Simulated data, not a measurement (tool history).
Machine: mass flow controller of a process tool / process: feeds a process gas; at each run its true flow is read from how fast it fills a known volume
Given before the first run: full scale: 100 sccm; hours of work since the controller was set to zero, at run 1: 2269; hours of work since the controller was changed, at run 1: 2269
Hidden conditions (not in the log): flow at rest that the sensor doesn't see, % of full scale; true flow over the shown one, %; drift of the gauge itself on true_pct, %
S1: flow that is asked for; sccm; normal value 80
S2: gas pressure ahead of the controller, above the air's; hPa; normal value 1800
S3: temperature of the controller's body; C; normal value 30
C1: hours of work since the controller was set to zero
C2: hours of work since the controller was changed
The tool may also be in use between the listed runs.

{"run": 1, "hour": 0.0, "S1": 80, "S2": 1800, "S3": 30, "C1": 2269, "C2": 2269, "true flow (%)": 98.11}
{"run": 2, "hour": 47.7, "S1": 80, "S2": 1800, "S3": 30, "C1": 2301, "C2": 2301, "true flow (%)": 98.04}
{"run": 3, "hour": 135.8, "S1": 80, "S2": 2400, "S3": 30, "C1": 2361, "C2": 2361, "true flow (%)": 97.76}
{"run": 4, "hour": 222.2, "S1": 80, "S2": 1800, "S3": 30, "C1": 2420, "C2": 2420, "true flow (%)": 98.28}
{"run": 5, "hour": 316.9, "S1": 80, "S2": 1800, "S3": 30, "C1": 2485, "C2": 2485, "true flow (%)": 98.1}
{"run": 6, "hour": 395.2, "S1": 80, "S2": 1800, "S3": 39, "C1": 2538, "C2": 2538, "true flow (%)": 97.75}
{"run": 7, "hour": 469.0, "S1": 80, "S2": 2680, "S3": 39, "C1": 2589, "C2": 2589, "true flow (%)": 97.28}
{"run": 8, "hour": 566.0, "S1": 80, "S2": 2680, "S3": 39, "C1": 2655, "C2": 2655, "true flow (%)": 97.23}
{"run": 9, "hour": 628.5, "S1": 80, "S2": 1800, "S3": 30, "C1": 2698, "C2": 2698, "true flow (%)": 98.17}
{"run": 10, "hour": 723.9, "S1": 80, "S2": 1800, "S3": 30, "C1": 2763, "C2": 2763, "true flow (%)": 98.02}
{"run": 11, "hour": 811.5, "S1": 80, "S2": 1800, "S3": 30, "C1": 2823, "C2": 2823, "true flow (%)": 98.01}
{"run": 12, "hour": 905.9, "S1": 80, "S2": 1800, "S3": 30, "C1": 2887, "C2": 2887, "true flow (%)": 97.87}
{"run": 13, "hour": 968.1, "S1": 80, "S2": 1800, "S3": 30, "C1": 2930, "C2": 2930, "true flow (%)": 98.15}
{"run": 14, "hour": 1032.5, "S1": 21, "S2": 1800, "S3": 30, "C1": 2974, "C2": 2974, "true flow (%)": 95.21}
{"run": 15, "hour": 1119.3, "S1": 21, "S2": 1800, "S3": 30, "C1": 3033, "C2": 3033, "true flow (%)": 95.36}
{"run": 16, "hour": 1200.4, "S1": 21, "S2": 1800, "S3": 30, "C1": 3088, "C2": 3088, "true flow (%)": 95.21}
{"run": 17, "hour": 1273.2, "S1": 21, "S2": 1800, "S3": 30, "C1": 3138, "C2": 3138, "true flow (%)": 95.12}
{"run": 18, "hour": 1333.6, "S1": 80, "S2": 2210, "S3": 30, "C1": 3179, "C2": 3179, "true flow (%)": 97.7}
{"run": 19, "hour": 1390.8, "S1": 80, "S2": 1800, "S3": 34, "C1": 3218, "C2": 3218, "true flow (%)": 97.73}
{"run": 20, "hour": 1459.8, "S1": 80, "S2": 1800, "S3": 30, "C1": 3265, "C2": 3265, "true flow (%)": 97.87}
{"run": 21, "hour": 1548.4, "S1": 80, "S2": 1740, "S3": 30, "C1": 3326, "C2": 3326, "true flow (%)": 97.92}
{"hour": 1554.0, "done": "controller's zero set anew"}
{"run": 22, "hour": 1603.6, "S1": 80, "S2": 1460, "S3": 30, "C1": 34, "C2": 3363, "true flow (%)": 97.97}
{"run": 23, "hour": 1679.1, "S1": 80, "S2": 1800, "S3": 37, "C1": 85, "C2": 3415, "true flow (%)": 97.53}
{"run": 24, "hour": 1751.7, "S1": 80, "S2": 1800, "S3": 37, "C1": 135, "C2": 3464, "true flow (%)": 97.5}
{"run": 25, "hour": 1820.0, "S1": 80, "S2": 1800, "S3": 37, "C1": 182, "C2": 3511, "true flow (%)": 97.41}
{"run": 26, "hour": 1880.3, "S1": 74, "S2": 1500, "S3": 29, "C1": 223, "C2": 3552, "true flow (%)": 97.81}
{"hour": 1942.6, "done": "controller's zero set anew, once more"}
{"run": 27, "hour": 1942.6, "S1": 74, "S2": 1500, "S3": 29, "C1": 0, "C2": 3594, "true flow (%)": 98.0}
{"run": 28, "hour": 2034.9, "S1": 74, "S2": 1500, "S3": 29, "C1": 63, "C2": 3657, "true flow (%)": 98.03}
{"run": 29, "hour": 2099.3, "S1": 60, "S2": 2600, "S3": 32, "C1": 107, "C2": 3701, "true flow (%)": 96.73}
{"run": 30, "hour": 2191.4, "S1": 60, "S2": 2600, "S3": 32, "C1": 170, "C2": 3764, "true flow (%)": 96.65}
{"run": 31, "hour": 2249.2, "S1": 60, "S2": 2380, "S3": 37, "C1": 209, "C2": 3803, "true flow (%)": 96.63}

The next listed run, before its measurement:
{"run": 32, "hour": 2340.9, "S1": 60, "S2": 2380, "S3": 37, "C1": 272, "C2": 3866, "true flow (%)": "?"}

{"run 32": {"true flow (%)": 96.66}}
Had the tool carried no hidden state, the very same run would have given true flow (%) 98.01.
